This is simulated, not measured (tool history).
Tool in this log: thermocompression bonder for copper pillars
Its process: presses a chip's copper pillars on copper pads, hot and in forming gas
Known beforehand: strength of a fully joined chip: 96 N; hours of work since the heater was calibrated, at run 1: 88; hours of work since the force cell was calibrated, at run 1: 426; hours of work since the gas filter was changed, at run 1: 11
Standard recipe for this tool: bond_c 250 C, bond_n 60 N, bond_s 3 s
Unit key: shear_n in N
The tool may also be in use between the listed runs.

run,day,bond_c,bond_n,bond_s,hours of work since the heater was calibrated,hours of work since the force cell was calibrated,hours of work since the gas filter was changed,shear_n
1,0.000,250,60,3,88,426,11,53.6
2,0.212,247,60,3,90,428,13,51.9
3,0.650,247,60,3,94,432,17,51.5
4,0.921,247,60,3,97,435,20,51.9
5,1.221,247,60,3,100,438,23,52.3
6,1.462,247,60,3,102,440,25,52.6
7,1.712,247,60,3,104,443,28,52.3
8,2.162,250,60,2,109,447,32,47.0
9,2.596,250,60,2,113,451,37,47.0
10,2.854,250,60,2,116,454,39,47.1
11,3.117,250,60,2,118,456,42,47.0
12,3.600,250,60,2,123,461,46,47.5
13,4.046,250,60,2,127,466,51,47.6
14,4.412,250,60,2,131,469,54,47.4
15,4.817,250,60,2,135,473,58,48.0
16,5.092,250,75,3,138,476,61,64.3
17,5.554,250,75,3,142,481,66,64.2
18,5.775,250,75,3,145,483,68,64.3
19,6.104,250,75,3,148,486,71,64.6
20,6.450,250,75,3,151,489,75,63.6
21,6.692,270,43,3,154,492,77,51.1
22,7.012,225,43,6,157,495,80,36.3
23,7.396,239,60,3,161,499,84,47.4
24,7.596,242,60,3,163,501,86,49.6
25,7.946,242,46,3,166,504,89,38.2
26,8.217,276,51,4,169,507,92,67.4
27,8.662,276,51,4,173,511,96,66.8
28,9.033,237,70,3,177,515,100,53.0
29,9.454,237,90,4,181,519,104,69.4
30,9.767,262,43,3,184,522,107,46.1
31,10.121,250,36,3,187,526,111,33.0
32,10.483,237,60,3,191,529,114,45.8
33,10.950,239,61,3,196,534,119,48.7
34,11.246,252,53,3,199,537,122,50.1
35,11.562,245,60,3,202,540,125,51.2
36,11.925,252,60,3,205,543,129,55.3
37,12.392,227,67,3,210,548,133,44.9
38,12.854,240,52,3,214,553,138,42.1
39,13.312,240,52,3,219,557,142,41.8

Below are 4 alternative next runs, each starting from the tool's condition after run 39. Predict each:
A,13.621,240,52,8,222,560,145,?
B,13.621,239,42,2,222,560,145,?
C,13.621,236,66,3,222,560,145,?
D,13.621,250,53,6,222,560,145,?

run,shear_n
A,57.3
B,28.5
C,49.2
D,60.1
The same runs, with their run-to-run variation unchanged, on a tool lacking any hidden condition would have given:
run,shear_n
A,57.4
B,28.5
C,49.2
D,60.2
